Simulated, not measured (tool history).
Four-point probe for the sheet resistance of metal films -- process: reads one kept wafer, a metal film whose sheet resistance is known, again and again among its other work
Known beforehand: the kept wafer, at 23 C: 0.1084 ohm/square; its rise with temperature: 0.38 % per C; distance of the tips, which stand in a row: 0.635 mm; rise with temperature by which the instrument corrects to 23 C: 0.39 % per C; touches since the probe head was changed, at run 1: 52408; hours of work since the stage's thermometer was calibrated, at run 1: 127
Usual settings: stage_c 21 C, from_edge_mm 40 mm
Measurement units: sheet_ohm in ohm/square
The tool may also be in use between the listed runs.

run   hour  stage_c  from_edge_mm  touches since the probe head was changed  hours of work since the stage's thermometer was calibrated  sheet_ohm
  1      0       21            40                                     52408                                                         127    0.10911
  2   14.5       21            40                                     53084                                                         134   0.109127
  3   36.3       21            40                                     54103                                                         146   0.109149
  4     51       21            40                                     54793                                                         154   0.109085
  5   69.6       26            40                                     55661                                                         163   0.109055
  6   84.4       26            40                                     56353                                                         171   0.109054
  7  106.5       26            40                                     57388                                                         183   0.109076
  8  115.7       24            40                                     57817                                                         188   0.109127
  9  134.2       30            40                                     58683                                                         197   0.108974
 10  154.1       30            40                                     59610                                                         208    0.10897
 11  170.5       30            40                                     60377                                                         217   0.109011
 12  184.6       30            40                                     61039                                                         224   0.108991
 13  206.8       30            40                                     62074                                                         236   0.108993
 14  228.3       21             3                                     63083                                                         247   0.111784
 15  244.4       21            22                                     63834                                                         255   0.109259
 16  265.5       21            14                                     64821                                                         267   0.109319
 17  282.4       29             9                                     65612                                                         276   0.109375
 18  304.3       29             9                                     66635                                                         287   0.109377
 19  323.9       29             6                                     67552                                                         297   0.109756
 20  346.5       23            20                                     68605                                                         309   0.109269
 21  367.4       23            20                                     69583                                                         320   0.109282
 22  377.7       26            19                                     70065                                                         326   0.109226
 23    391       18            19                                     70690                                                         333   0.109374
 24  413.6       25            13                                     71742                                                         345   0.109355
 25  435.4       25            13                                     72763                                                         356   0.109327

3 options for the next run, each taken on its own from the tool as it stands now. Forecast them:
  A  453.7       19            46                                     73620                                                         366          ?
  B  453.7       31            40                                     73620                                                         366          ?
  C  453.7       20            68                                     73620                                                         366          ?

run  sheet_ohm
  A   0.109369
  B   0.109129
  C   0.109332
Had the tool no hidden state, the same runs would have come out as:
run  sheet_ohm
  A   0.108497
  B    0.10826
  C   0.108461

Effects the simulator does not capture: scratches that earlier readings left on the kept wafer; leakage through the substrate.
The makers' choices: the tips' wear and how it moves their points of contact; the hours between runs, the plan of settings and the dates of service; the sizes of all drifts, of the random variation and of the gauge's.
